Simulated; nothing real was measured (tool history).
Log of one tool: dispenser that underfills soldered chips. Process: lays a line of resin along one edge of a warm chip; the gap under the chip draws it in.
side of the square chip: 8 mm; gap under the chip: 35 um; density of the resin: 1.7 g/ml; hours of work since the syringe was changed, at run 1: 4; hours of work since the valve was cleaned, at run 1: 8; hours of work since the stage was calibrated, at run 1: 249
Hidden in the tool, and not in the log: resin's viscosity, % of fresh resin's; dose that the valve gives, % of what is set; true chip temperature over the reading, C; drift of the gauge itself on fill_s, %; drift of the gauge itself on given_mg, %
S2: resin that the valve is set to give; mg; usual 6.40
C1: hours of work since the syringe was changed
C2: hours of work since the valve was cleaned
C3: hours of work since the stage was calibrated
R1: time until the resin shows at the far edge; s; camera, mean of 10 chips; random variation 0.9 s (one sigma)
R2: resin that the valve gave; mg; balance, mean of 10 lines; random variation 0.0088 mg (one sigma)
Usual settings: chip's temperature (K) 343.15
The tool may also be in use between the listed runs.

run 1 hour=0.0 | chip's_temperature_(K)=343.15 S2=6.40 | C1=4 C2=8 C3=249 | R1=98.6 R2=6.386
-- hour=3.3 new syringe of resin
-- hour=11.8 new syringe of resin
run 2 hour=18.0 | chip's_temperature_(K)=343.15 S2=6.40 | C1=5 C2=20 C3=262 | R1=103.0 R2=6.355
-- hour=19.7 new syringe of resin
run 3 hour=26.0 | chip's_temperature_(K)=343.15 S2=6.40 | C1=5 C2=26 C3=267 | R1=103.0 R2=6.331
-- hour=28.7 new syringe of resin
-- hour=36.6 new syringe of resin
run 4 hour=42.4 | chip's_temperature_(K)=343.15 S2=6.40 | C1=4 C2=38 C3=279 | R1=104.0 R2=6.302
-- hour=44.7 new syringe of resin
-- hour=53.5 new syringe of resin
-- hour=57.8 dispensing valve cleaned and set on the balance
run 5 hour=58.1 | chip's_temperature_(K)=343.15 S2=6.40 | C1=3 C2=0 C3=289 | R1=97.8 R2=6.401
-- hour=62.5 new syringe of resin
-- hour=70.9 new syringe of resin
run 6 hour=74.7 | chip's_temperature_(K)=343.15 S2=6.40 | C1=3 C2=12 C3=301 | R1=98.6 R2=6.362
-- hour=78.6 new syringe of resin
-- hour=86.2 new syringe of resin
run 7 hour=92.7 | chip's_temperature_(K)=343.15 S2=6.40 | C1=5 C2=25 C3=314 | R1=103.7 R2=6.342
-- hour=94.1 new syringe of resin
-- hour=102.5 new syringe of resin
run 8 hour=103.4 | chip's_temperature_(K)=329.15 S2=6.40 | C1=1 C2=32 C3=321 | R1=172.8 R2=6.315
-- hour=110.4 new syringe of resin
-- hour=118.8 new syringe of resin
run 9 hour=120.9 | chip's_temperature_(K)=329.15 S2=7.22 | C1=2 C2=44 C3=333 | R1=171.2 R2=7.082
-- hour=125.9 dispensing valve cleaned and set on the balance
-- hour=128.3 new syringe of resin
-- hour=137.0 new syringe of resin
run 10 hour=137.0 | chip's_temperature_(K)=329.15 S2=7.22 | C1=0 C2=8 C3=344 | R1=158.5 R2=7.226
-- hour=145.5 new syringe of resin
run 11 hour=152.3 | chip's_temperature_(K)=329.15 S2=7.22 | C1=5 C2=19 C3=355 | R1=195.7 R2=7.179
-- hour=154.0 new syringe of resin
-- hour=161.8 new syringe of resin
run 12 hour=167.8 | chip's_temperature_(K)=329.15 S2=7.22 | C1=4 C2=29 C3=366 | R1=189.7 R2=7.130
-- hour=170.7 new syringe of resin
-- hour=178.7 new syringe of resin
run 13 hour=183.8 | chip's_temperature_(K)=343.15 S2=6.40 | C1=4 C2=41 C3=377 | R1=103.9 R2=6.293
-- hour=187.3 new syringe of resin
-- hour=195.0 dispensing valve cleaned and set on the balance
-- hour=196.1 new syringe of resin
run 14 hour=198.8 | chip's_temperature_(K)=343.15 S2=6.40 | C1=2 C2=3 C3=387 | R1=95.9 R2=6.378
-- hour=204.3 new syringe of resin
-- hour=212.3 new syringe of resin
run 15 hour=216.7 | chip's_temperature_(K)=343.15 S2=6.40 | C1=3 C2=15 C3=399 | R1=100.0 R2=6.345
-- hour=220.1 new syringe of resin
-- hour=228.2 new syringe of resin
run 16 hour=231.5 | chip's_temperature_(K)=343.15 S2=6.40 | C1=2 C2=26 C3=410 | R1=97.0 R2=6.318
-- hour=237.0 new syringe of resin
-- hour=245.2 new syringe of resin
run 17 hour=245.2 | chip's_temperature_(K)=343.15 S2=6.40 | C1=0 C2=35 C3=419 | R1=92.7 R2=6.286
-- hour=253.0 new syringe of resin
run 18 hour=257.8 | chip's_temperature_(K)=343.15 S2=6.40 | C1=4 C2=44 C3=428 | R1=101.7 R2=6.254
-- hour=261.3 new syringe of resin
-- hour=263.3 dispensing valve cleaned and set on the balance
run 19 hour=268.3 | chip's_temperature_(K)=354.15 S2=7.72 | C1=4 C2=4 C3=435 | R1=67.1 R2=7.701
-- hour=270.1 new syringe of resin
-- hour=277.9 new syringe of resin
run 20 hour=278.7 | chip's_temperature_(K)=330.15 S2=6.62 | C1=1 C2=11 C3=442 | R1=168.9 R2=6.572
-- hour=286.3 new syringe of resin
run 21 hour=287.4 | chip's_temperature_(K)=338.15 S2=8.22 | C1=1 C2=17 C3=448 | R1=115.5 R2=8.169
-- hour=294.2 new syringe of resin
run 22 hour=295.5 | chip's_temperature_(K)=340.15 S2=6.01 | C1=1 C2=23 C3=454 | R1=108.0 R2=5.940

The next listed run, before its measurement:
-- hour=302.1 new syringe of resin
run 23 hour=305.7 | chip's_temperature_(K)=334.15 S2=7.95 | C1=3 C2=30 C3=461 | R1=? R2=?

{"run 23": {"R1": 147.5, "R2": 7.839}}
Without the tool's hidden state the same run would have given R1 122.4 s, R2 7.959 mg.
